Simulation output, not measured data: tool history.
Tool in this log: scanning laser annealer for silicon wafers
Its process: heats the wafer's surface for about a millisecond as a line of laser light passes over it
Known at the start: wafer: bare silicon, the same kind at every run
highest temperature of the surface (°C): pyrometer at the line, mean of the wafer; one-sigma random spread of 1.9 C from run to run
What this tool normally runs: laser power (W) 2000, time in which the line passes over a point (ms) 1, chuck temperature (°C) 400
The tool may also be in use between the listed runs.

run	hour	laser power (W)	time in which the line passes over a point (ms)	chuck temperature (°C)	highest temperature of the surface (°C)
1	0	2000	1	400	1104
2	20.9	2000	0.72	400	1003
3	41.4	2000	1	425	1125
4	58.9	2000	1	374	1070
# hour 70.7: window over the wafer cleaned
5	72.4	2000	1	400	1116
6	90.9	2000	1	365	1081
7	101.9	2000	1	365	1082
8	123.4	2000	1	436	1152
9	134.4	2000	0.88	400	1075
10	156.7	2000	1	413	1125
11	169.6	2000	0.92	400	1083
12	185.1	2000	0.92	400	1083
13	203.9	2000	0.88	400	1070
14	214.3	2000	1	400	1112
# hour 218.8: laser's power meter calibrated
# hour 233.2: optics aligned, line set to its width
15	242.7	1989	1.16	435	1207
16	259.2	1989	1.16	435	1202
17	273.5	1989	1.16	435	1203
# hour 287.6: laser's power meter calibrated, once more
18	299.2	1979	0.81	434	1079
19	317.6	1979	0.81	434	1081
20	337.4	1917	1.14	404	1132
21	349.5	2040	0.78	422	1074
22	372	2040	0.78	422	1077
23	388	2000	1	418	1134
24	404.8	2000	1	417	1135
25	421.9	2000	1	417	1130
26	433.7	2160	1.21	377	1218
27	443.2	2194	0.92	369	1128

Hidden state or all else? Some run-to-run changes of highest temperature of the surface (°C), split into what the settings, what came in and random variation would give without the hidden state, and what is left for the hidden state (with any gauge scatter that isn't in both results):
Hidden conditions of the tool in this case: light that passes the window, % of a clean one's; laser's true power over the reading, %; width of the line over the set one, %; drift of the gauge itself on peak_c, C.
Run 2 -> 3: time in which the line passes over a point (ms) 0.72 -> 1, chuck temperature (°C) 400 -> 425. highest temperature of the surface (°C) +122: hidden state -5, all else +127.
Run 4 -> 5: chuck temperature (°C) 374 -> 400, window over the wafer cleaned. highest temperature of the surface (°C) +46: hidden state +17, all else +29.
Run 14 -> 15: laser power (W) 2000 -> 1989, time in which the line passes over a point (ms) 1 -> 1.16, chuck temperature (°C) 400 -> 435, laser's power meter calibrated, optics aligned, line set to its width. highest temperature of the surface (°C) +95: hidden state +12, all else +83.
Run 17 -> 18: laser power (W) 1989 -> 1979, time in which the line passes over a point (ms) 1.16 -> 0.81, chuck temperature (°C) 435 -> 434, laser's power meter calibrated, once more. highest temperature of the surface (°C) -124: hidden state +1, all else -125.
